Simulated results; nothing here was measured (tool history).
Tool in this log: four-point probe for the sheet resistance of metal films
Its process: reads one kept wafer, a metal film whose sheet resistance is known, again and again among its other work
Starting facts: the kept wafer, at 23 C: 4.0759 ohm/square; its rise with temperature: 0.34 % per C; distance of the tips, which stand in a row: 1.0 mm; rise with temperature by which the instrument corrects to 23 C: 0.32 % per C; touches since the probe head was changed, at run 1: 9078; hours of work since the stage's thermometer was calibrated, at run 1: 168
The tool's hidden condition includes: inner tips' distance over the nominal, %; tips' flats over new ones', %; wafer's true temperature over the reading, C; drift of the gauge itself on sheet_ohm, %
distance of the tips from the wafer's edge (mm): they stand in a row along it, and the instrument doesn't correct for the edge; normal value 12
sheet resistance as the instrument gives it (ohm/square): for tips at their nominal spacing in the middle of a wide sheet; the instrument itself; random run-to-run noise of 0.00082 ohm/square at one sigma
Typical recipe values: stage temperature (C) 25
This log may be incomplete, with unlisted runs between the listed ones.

run,day,stage temperature (C),distance of the tips from the wafer's edge (mm),touches since the probe head was changed,hours of work since the stage's thermometer was calibrated,sheet resistance as the instrument gives it (ohm/square)
1,0.000,25,12,9078,168,4.112105
2,0.329,21,12,9403,172,4.109477
3,0.608,25,12,9680,176,4.113784
4,0.983,31,12,10054,181,4.118715
5,1.300,25,12,10370,185,4.115566
6,1.850,25,12,10916,192,4.112227
7,2.254,25,12,11318,198,4.113651
8,2.904,25,12,11961,206,4.113871
9,3.175,25,12,12230,210,4.113294
10,3.700,25,12,12754,217,4.113965
11,4.283,25,12,13334,225,4.112755
12,4.550,25,12,13597,228,4.113169
13,4.933,25,4,13976,233,4.232194
14,5.233,25,4,14276,237,4.231092
15,5.646,25,4,14684,243,4.232349
16,6.275,25,12,15309,251,4.113279
17,6.708,25,12,15738,257,4.113702
18,7.129,25,12,16157,263,4.113825
19,7.533,25,12,16558,268,4.112531
20,7.983,23,33,17005,274,4.097790
21,8.446,24,24,17466,280,4.100597
22,8.738,31,35,17754,284,4.103504
# day 8.817: stage's thermometer calibrated
23,9.133,23,61,18127,4,4.094599
24,9.592,22,12,18584,10,4.112043
25,10.029,22,12,19019,16,4.109792
# day 10.292: stage's thermometer calibrated, once more
26,10.317,20,13,19281,0,4.104993
27,10.662,20,13,19627,5,4.104991
28,10.938,27,12,19897,9,4.112550
29,11.425,25,68,20383,15,4.096511
30,12.054,25,68,21007,23,4.095923
31,12.458,27,9,21411,29,4.123883
32,12.846,24,21,21793,34,4.101887
33,13.112,34,26,22059,38,4.106883
34,13.638,22,5,22579,45,4.179813
35,14.238,22,5,23174,52,4.180129
36,14.562,31,12,23500,57,4.115204
37,15.058,35,12,23991,63,4.119442

Entry by entry between the runs, the difference in hidden state between the last listed run before and the first listed run after:
Logged between run 22 and run 23: stage's thermometer calibrated (day 8.817)
  inner tips' distance over the nominal, %: 0.444 -> 0.443
  difference, measured minus the result without the unlogged condition, sheet resistance as the instrument gives it (ohm/square): +0.019931 -> +0.019869
Logged between run 25 and run 26: stage's thermometer calibrated, once more (day 10.292)
  inner tips' distance over the nominal, %: 0.44 -> 0.439; wafer's true temperature over the reading, C: 0.02 -> -0.04
  difference, measured minus the result without the unlogged condition, sheet resistance as the instrument gives it (ohm/square): +0.019777 -> +0.018824

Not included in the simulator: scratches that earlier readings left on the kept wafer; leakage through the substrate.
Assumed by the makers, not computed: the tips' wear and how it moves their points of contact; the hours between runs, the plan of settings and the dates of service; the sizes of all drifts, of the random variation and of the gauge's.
